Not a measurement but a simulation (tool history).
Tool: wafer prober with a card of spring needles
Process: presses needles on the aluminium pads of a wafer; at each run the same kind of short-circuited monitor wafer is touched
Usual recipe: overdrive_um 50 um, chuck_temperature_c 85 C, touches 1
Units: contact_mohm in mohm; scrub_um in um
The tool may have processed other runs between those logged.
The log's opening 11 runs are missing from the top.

run   hour  overdrive_um  chuck_temperature_c  touches  contact_mohm  scrub_um
     136.5  -- tips cleaned on abrasive film
     150.5  -- tips cleaned on abrasive film
 12  150.5            50                   85        1           201     10.61
     164.4  -- tips cleaned on abrasive film
 13  164.4            50                   85        1           205     10.59
 14  177.4            32                   85        1           221      6.77
     178.6  -- tips cleaned on abrasive film
 15    189            31                   85        1           219       6.6
     192.9  -- tips cleaned on abrasive film
 16  200.2            31                   85        1           218      6.56
     206.4  -- tips cleaned on abrasive film
 17  209.3            45                   85        1           204      9.47
 18  216.8            50                   35        1           186     10.56
       221  -- tips cleaned on abrasive film
 19  231.1            39                   71        1           204      8.13
     235.5  -- tips cleaned on abrasive film
 20  240.5            39                   71        1           205      8.24
     249.4  -- tips cleaned on abrasive film
 21  254.5            33                   63        1           208      6.92
     262.9  -- tips cleaned on abrasive film
 22  268.5            33                   63        1           214      7.04
     277.1  -- tips cleaned on abrasive film
 23  280.4            33                   63        1           210      6.97
 24  288.1            50                   68        1           197     10.62
       291  -- tips cleaned on abrasive film
 25    304            50                   85        1           203     10.48
     305.6  -- tips cleaned on abrasive film
 26  316.5            50                   85        3           203     10.59
     319.3  -- tips cleaned on abrasive film
 27  327.8            59                   27        1           189      12.4
     332.6  -- tips cleaned on abrasive film
 28  336.4            59                   27        1           186     12.44
     346.4  -- tips cleaned on abrasive film
 29  346.6            58                  122        1           207     12.33
 30  353.6            51                   38        3           191     10.86
       360  -- tips cleaned on abrasive film
 31  361.7            48                   34        1           193     10.17
 32  369.5            45                   39        2           195      9.49
     373.8  -- tips cleaned on abrasive film
 33  379.8            45                   70        3           203      9.53
     387.6  -- tips cleaned on abrasive film
 34  390.1            39                   70        2           208      8.18

Alternative continuations, all from the tool just after run 34; predict every row:
     401.2  -- tips cleaned on abrasive film
  A  403.8            43                   70        2             ?         ?
     401.2  -- tips cleaned on abrasive film
  B  403.8            39                   40        1             ?         ?
     401.2  -- tips cleaned on abrasive film
  C  403.8            39                   70        3             ?         ?

run  contact_mohm  scrub_um
  A           203      9.12
  B           199      8.29
  C           203      8.24
Take away the tool's hidden state, keep each run's random variation, and the runs would have read:
run  contact_mohm  scrub_um
  A           202      9.12
  B           199      8.29
  C           203      8.24

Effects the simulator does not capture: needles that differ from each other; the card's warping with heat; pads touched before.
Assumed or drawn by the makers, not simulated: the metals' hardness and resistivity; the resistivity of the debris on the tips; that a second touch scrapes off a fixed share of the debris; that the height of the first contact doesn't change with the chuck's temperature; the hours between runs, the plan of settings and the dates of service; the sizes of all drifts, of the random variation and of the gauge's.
